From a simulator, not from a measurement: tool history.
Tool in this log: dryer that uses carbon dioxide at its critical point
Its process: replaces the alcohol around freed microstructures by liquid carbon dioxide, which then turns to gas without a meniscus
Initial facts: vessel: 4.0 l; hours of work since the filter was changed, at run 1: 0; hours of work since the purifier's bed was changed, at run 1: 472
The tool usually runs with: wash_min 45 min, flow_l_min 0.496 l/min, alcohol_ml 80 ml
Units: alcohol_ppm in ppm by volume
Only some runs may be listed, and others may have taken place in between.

| run | hour | wash_min | flow_l_min | alcohol_ml | hours of work since the filter was changed | hours of work since the purifier's bed was changed | alcohol_ppm |
|---|---|---|---|---|---|---|---|
| 1 | 0.0 | 45 | 0.496 | 80 | 0 | 472 | 413 |
| 2 | 13.7 | 45 | 0.496 | 80 | 9 | 481 | 419 |
| 3 | 28.3 | 45 | 0.496 | 32 | 18 | 490 | 258 |
| 4 | 43.5 | 45 | 0.352 | 80 | 28 | 500 | 1185 |
| 5 | 56.2 | 45 | 0.352 | 80 | 36 | 508 | 1205 |
| 6 | 79.7 | 60 | 0.352 | 80 | 51 | 523 | 562 |
| 7 | 97.1 | 45 | 0.496 | 80 | 62 | 534 | 477 |
| 8 | 126.0 | 47 | 0.496 | 80 | 80 | 552 | 412 |
| 9 | 150.7 | 45 | 0.496 | 80 | 96 | 568 | 490 |
| 10 | 165.8 | 45 | 0.496 | 80 | 105 | 578 | 499 |
| 11 | 192.8 | 45 | 0.496 | 80 | 122 | 595 | 506 |
| 12 | 212.3 | 45 | 0.496 | 80 | 135 | 607 | 522 |
| 13 | 238.4 | 45 | 0.496 | 80 | 151 | 624 | 550 |
| 14 | 258.9 | 28 | 0.496 | 80 | 164 | 637 | 1837 |
| 15 | 281.6 | 28 | 0.496 | 80 | 179 | 651 | 1868 |
| 16 | 295.6 | 28 | 0.496 | 80 | 187 | 660 | 1898 |
| 17 | 308.6 | 28 | 0.749 | 80 | 196 | 668 | 636 |
| 18 | 337.4 | 28 | 0.749 | 80 | 214 | 686 | 659 |
| 19 | 354.8 | 60 | 0.669 | 77 | 225 | 697 | 222 |
| 20 | 381.3 | 60 | 0.599 | 75 | 242 | 714 | 248 |
| 21 | 408.4 | 43 | 0.496 | 56 | 259 | 731 | 567 |
| 22 | 433.3 | 32 | 0.496 | 60 | 275 | 747 | 1211 |
| 23 | 448.4 | 30 | 0.318 | 49 | 284 | 757 | 2751 |
| 24 | 475.6 | 34 | 0.496 | 29 | 301 | 774 | 649 |
| 25 | 501.8 | 65 | 0.496 | 80 | 318 | 791 | 317 |
| 26 | 523.6 | 65 | 0.496 | 80 | 332 | 804 | 332 |
| 27 | 545.2 | 65 | 0.496 | 80 | 346 | 818 | 335 |
| 28 | 560.5 | 65 | 0.496 | 80 | 355 | 828 | 341 |
|  | 573.0 | inlet filter changed |
| 29 | 579.4 | 65 | 0.496 | 77 | 4 | 839 | 299 |
| 30 | 598.6 | 45 | 0.352 | 35 | 16 | 851 | 706 |
| 31 | 620.6 | 45 | 0.352 | 35 | 30 | 865 | 713 |
| 32 | 643.9 | 45 | 0.352 | 35 | 45 | 880 | 730 |
| 33 | 656.8 | 45 | 0.352 | 35 | 53 | 888 | 745 |

Below, some changes in alcohol_ppm between adjacent runs. For each, the amount present without the hidden state too (settings, incoming material, random variation) and the amount remaining for the hidden state with gauge scatter not shared by both compared results:
Unlogged tool condition in this case: flow that reaches the vessel past the clogged filter, %; alcohol in the recycled carbon dioxide, ppm; drift of the gauge itself on alcohol_ppm, %.
Run 13 -> 14: wash_min 45 -> 28. alcohol_ppm +1287 ppm by volume: hidden state +178, all else +1109.
Run 16 -> 17: flow_l_min 0.496 -> 0.749. alcohol_ppm -1262 ppm by volume: hidden state -179, all else -1083.
Run 22 -> 23: wash_min 32 -> 30, flow_l_min 0.496 -> 0.318, alcohol_ml 60 -> 49. alcohol_ppm +1540 ppm by volume: hidden state +181, all else +1359.
Run 23 -> 24: wash_min 30 -> 34, flow_l_min 0.318 -> 0.496, alcohol_ml 49 -> 29. alcohol_ppm -2102 ppm by volume: hidden state -314, all else -1788.
